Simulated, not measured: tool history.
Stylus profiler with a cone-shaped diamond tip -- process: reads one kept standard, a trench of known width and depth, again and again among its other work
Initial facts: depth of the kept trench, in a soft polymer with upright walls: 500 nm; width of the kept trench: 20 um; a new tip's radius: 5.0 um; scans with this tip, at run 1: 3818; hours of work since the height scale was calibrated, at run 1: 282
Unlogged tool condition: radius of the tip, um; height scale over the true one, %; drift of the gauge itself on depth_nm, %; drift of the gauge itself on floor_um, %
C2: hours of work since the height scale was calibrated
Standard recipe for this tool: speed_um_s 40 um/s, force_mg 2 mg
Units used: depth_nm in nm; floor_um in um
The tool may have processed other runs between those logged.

{"run": 1, "hour": 0.0, "speed_um_s": 40, "force_mg": 2, "scans with this tip": 3818, "C2": 282, "depth_nm": 506.72, "floor_um": 15.14}
{"run": 2, "hour": 39.8, "speed_um_s": 40, "force_mg": 2, "scans with this tip": 4167, "C2": 308, "depth_nm": 507.09, "floor_um": 15.09}
{"run": 3, "hour": 70.4, "speed_um_s": 40, "force_mg": 2, "scans with this tip": 4437, "C2": 328, "depth_nm": 506.65, "floor_um": 15.11}
{"run": 4, "hour": 98.9, "speed_um_s": 40, "force_mg": 2, "scans with this tip": 4687, "C2": 347, "depth_nm": 506.65, "floor_um": 15.06}
{"run": 5, "hour": 139.5, "speed_um_s": 40, "force_mg": 2, "scans with this tip": 5044, "C2": 373, "depth_nm": 507.12, "floor_um": 14.99}
{"run": 6, "hour": 156.9, "speed_um_s": 40, "force_mg": 2, "scans with this tip": 5197, "C2": 384, "depth_nm": 506.86, "floor_um": 15.05}
{"run": 7, "hour": 188.8, "speed_um_s": 40, "force_mg": 2, "scans with this tip": 5477, "C2": 405, "depth_nm": 506.91, "floor_um": 14.94}
{"run": 8, "hour": 225.9, "speed_um_s": 40, "force_mg": 2, "scans with this tip": 5803, "C2": 429, "depth_nm": 506.84, "floor_um": 14.94}
{"run": 9, "hour": 268.8, "speed_um_s": 40, "force_mg": 2, "scans with this tip": 6180, "C2": 457, "depth_nm": 507.11, "floor_um": 14.87}
{"run": 10, "hour": 305.8, "speed_um_s": 32, "force_mg": 2.64, "scans with this tip": 6505, "C2": 481, "depth_nm": 508.07, "floor_um": 14.93}
{"run": 11, "hour": 326.9, "speed_um_s": 10, "force_mg": 1.34, "scans with this tip": 6691, "C2": 495, "depth_nm": 505.33, "floor_um": 15.01}
{"run": 12, "hour": 347.2, "speed_um_s": 107, "force_mg": 2.09, "scans with this tip": 6869, "C2": 508, "depth_nm": 507.39, "floor_um": 14.44}
{"hour": 350.3, "done": "height scale calibrated on a step standard"}
{"run": 13, "hour": 390.3, "speed_um_s": 40, "force_mg": 2.93, "scans with this tip": 7244, "C2": 26, "depth_nm": 508.79, "floor_um": 14.78}
{"hour": 417.0, "done": "height scale calibrated on a step standard, once more"}
{"run": 14, "hour": 425.1, "speed_um_s": 40, "force_mg": 2.93, "scans with this tip": 7545, "C2": 5, "depth_nm": 507.87, "floor_um": 14.81}
{"run": 15, "hour": 442.9, "speed_um_s": 38, "force_mg": 0.81, "scans with this tip": 7702, "C2": 17, "depth_nm": 503.3, "floor_um": 14.64}
{"run": 16, "hour": 473.6, "speed_um_s": 29, "force_mg": 0.78, "scans with this tip": 7972, "C2": 37, "depth_nm": 503.18, "floor_um": 14.66}
{"run": 17, "hour": 510.2, "speed_um_s": 31, "force_mg": 1.92, "scans with this tip": 8293, "C2": 61, "depth_nm": 506, "floor_um": 14.69}
{"run": 18, "hour": 529.7, "speed_um_s": 16, "force_mg": 1.51, "scans with this tip": 8464, "C2": 73, "depth_nm": 505.29, "floor_um": 14.79}

Branching from run 18: 4 alternative next runs. What would each branch give?
{"run": "A", "hour": 562.1, "speed_um_s": 38, "force_mg": 5.59, "scans with this tip": 8750, "C2": 94, "depth_nm": "?", "floor_um": "?"}
{"run": "B", "hour": 562.1, "speed_um_s": 33, "force_mg": 3.5, "scans with this tip": 8750, "C2": 94, "depth_nm": "?", "floor_um": "?"}
{"run": "C", "hour": 562.1, "speed_um_s": 40, "force_mg": 2.97, "scans with this tip": 8750, "C2": 94, "depth_nm": "?", "floor_um": "?"}
{"run": "D", "hour": 562.1, "speed_um_s": 40, "force_mg": 3.57, "scans with this tip": 8750, "C2": 94, "depth_nm": "?", "floor_um": "?"}

run=A depth_nm=512.65 floor_um=14.75
run=B depth_nm=509.06 floor_um=14.77
run=C depth_nm=508.13 floor_um=14.7
run=D depth_nm=509.27 floor_um=14.71
Stripped of hidden state, with their random variation kept, the same runs would have yielded:
run=A depth_nm=512.79 floor_um=15.55
run=B depth_nm=509.2 floor_um=15.57
run=C depth_nm=508.27 floor_um=15.5
run=D depth_nm=509.41 floor_um=15.51
